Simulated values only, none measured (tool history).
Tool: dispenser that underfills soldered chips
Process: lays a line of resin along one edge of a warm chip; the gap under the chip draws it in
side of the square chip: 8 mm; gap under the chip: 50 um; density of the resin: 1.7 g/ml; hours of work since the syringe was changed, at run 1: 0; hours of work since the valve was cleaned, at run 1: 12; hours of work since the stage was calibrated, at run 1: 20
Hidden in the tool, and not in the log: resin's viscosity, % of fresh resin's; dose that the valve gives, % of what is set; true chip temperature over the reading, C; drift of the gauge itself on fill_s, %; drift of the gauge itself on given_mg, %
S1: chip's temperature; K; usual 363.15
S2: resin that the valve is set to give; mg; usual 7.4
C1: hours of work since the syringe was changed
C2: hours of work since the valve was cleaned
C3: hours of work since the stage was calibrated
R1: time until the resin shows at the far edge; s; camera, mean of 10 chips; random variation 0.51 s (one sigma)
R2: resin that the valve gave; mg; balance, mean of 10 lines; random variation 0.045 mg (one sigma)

| run | hour | S1 | S2 | C1 | C2 | C3 | R1 | R2 |
|---|---|---|---|---|---|---|---|---|
| 1 | 0 | 363.15 | 7.4 | 0 | 12 | 20 | 40.7 | 7.3 |
| 2 | 2.6 | 363.15 | 7.4 | 2 | 14 | 22 | 43.8 | 7.32 |
| 3 | 7.2 | 363.15 | 7.4 | 5 | 17 | 25 | 50 | 7.25 |
| 4 | 9.5 | 363.15 | 6.86 | 7 | 19 | 26 | 54.8 | 6.78 |
| 5 | 11.8 | 363.15 | 6.86 | 8 | 21 | 28 | 58.1 | 6.84 |
|  | 14.4 | new syringe of resin |
| 6 | 15.1 | 363.15 | 6.86 | 0 | 23 | 30 | 42.9 | 6.84 |
| 7 | 19.1 | 363.15 | 6.86 | 3 | 26 | 33 | 47.4 | 6.75 |
| 8 | 21.3 | 363.15 | 6.86 | 5 | 27 | 35 | 50.6 | 6.73 |
| 9 | 25.2 | 363.15 | 7.4 | 8 | 30 | 37 | 54.4 | 7.28 |
| 10 | 27.1 | 356.15 | 7.4 | 9 | 31 | 39 | 75 | 7.3 |
|  | 28.9 | new syringe of resin |
| 11 | 31.8 | 356.15 | 7.4 | 2 | 34 | 42 | 59.1 | 7.26 |
| 12 | 35.8 | 373.15 | 7.4 | 5 | 37 | 45 | 34.1 | 7.23 |
| 13 | 40 | 373.15 | 7.4 | 8 | 40 | 48 | 37.8 | 7.22 |
|  | 43.3 | new syringe of resin |
| 14 | 44.8 | 363.15 | 7.4 | 1 | 43 | 51 | 43.3 | 7.13 |
| 15 | 47.7 | 363.15 | 7.4 | 3 | 45 | 53 | 45.9 | 7.19 |
| 16 | 51.1 | 363.15 | 7.4 | 6 | 48 | 55 | 49.7 | 7.13 |
| 17 | 54.7 | 363.15 | 7.4 | 8 | 50 | 58 | 56.7 | 7.14 |
|  | 57.6 | new syringe of resin |
| 18 | 59.2 | 363.15 | 7.4 | 1 | 53 | 61 | 43.1 | 7.09 |
| 19 | 61.1 | 363.15 | 7.4 | 3 | 55 | 62 | 45.3 | 7.11 |
| 20 | 65.5 | 363.15 | 7.4 | 6 | 58 | 65 | 51.8 | 7.11 |
| 21 | 68.9 | 353.15 | 6.59 | 8 | 60 | 68 | 86.6 | 6.36 |
|  | 71.8 | new syringe of resin |
| 22 | 73.4 | 363.15 | 7.5 | 1 | 63 | 71 | 43.1 | 7.21 |
| 23 | 77.6 | 369.15 | 6.53 | 4 | 66 | 74 | 40 | 6.27 |
| 24 | 80 | 357.15 | 9.37 | 6 | 68 | 75 | 60.5 | 9.03 |
| 25 | 82.7 | 357.15 | 9.37 | 8 | 70 | 77 | 65.4 | 8.95 |
|  | 86.2 | new syringe of resin |
| 26 | 87.7 | 374.15 | 9.32 | 1 | 73 | 81 | 28.2 | 8.94 |
| 27 | 90.1 | 374.15 | 9.32 | 3 | 75 | 82 | 29.2 | 8.89 |
| 28 | 92.9 | 358.15 | 9.43 | 5 | 77 | 84 | 56.7 | 8.98 |
| 29 | 95.7 | 363.15 | 6.86 | 7 | 79 | 86 | 54.4 | 6.45 |
| 30 | 99 | 363.15 | 6.86 | 9 | 81 | 89 | 59.2 | 6.54 |
|  | 100.4 | new syringe of resin |
| 31 | 101.9 | 365.15 | 7.4 | 1 | 83 | 90 | 40.7 | 7.09 |
| 32 | 105.3 | 365.15 | 6.79 | 3 | 85 | 93 | 45.3 | 6.4 |
| 33 | 109 | 363.15 | 8.24 | 6 | 88 | 95 | 51.3 | 7.68 |

Forecast each of these 3 alternatives for the next run:
| A | 111.4 | 363.15 | 7.47 | 8 | 90 | 97 | ? | ? |
| B | 111.4 | 363.15 | 7.16 | 8 | 90 | 97 | ? | ? |
| C | 111.4 | 374.15 | 7.02 | 8 | 90 | 97 | ? | ? |

| run | R1 | R2 |
|---|---|---|
| A | 55.8 | 6.99 |
| B | 55.8 | 6.8 |
| C | 38.1 | 6.7 |
Without the tool's hidden state the same runs would have given:
| run | R1 | R2 |
|---|---|---|
| A | 41.3 | 7.43 |
| B | 41.2 | 7.21 |
| C | 28.1 | 7.1 |
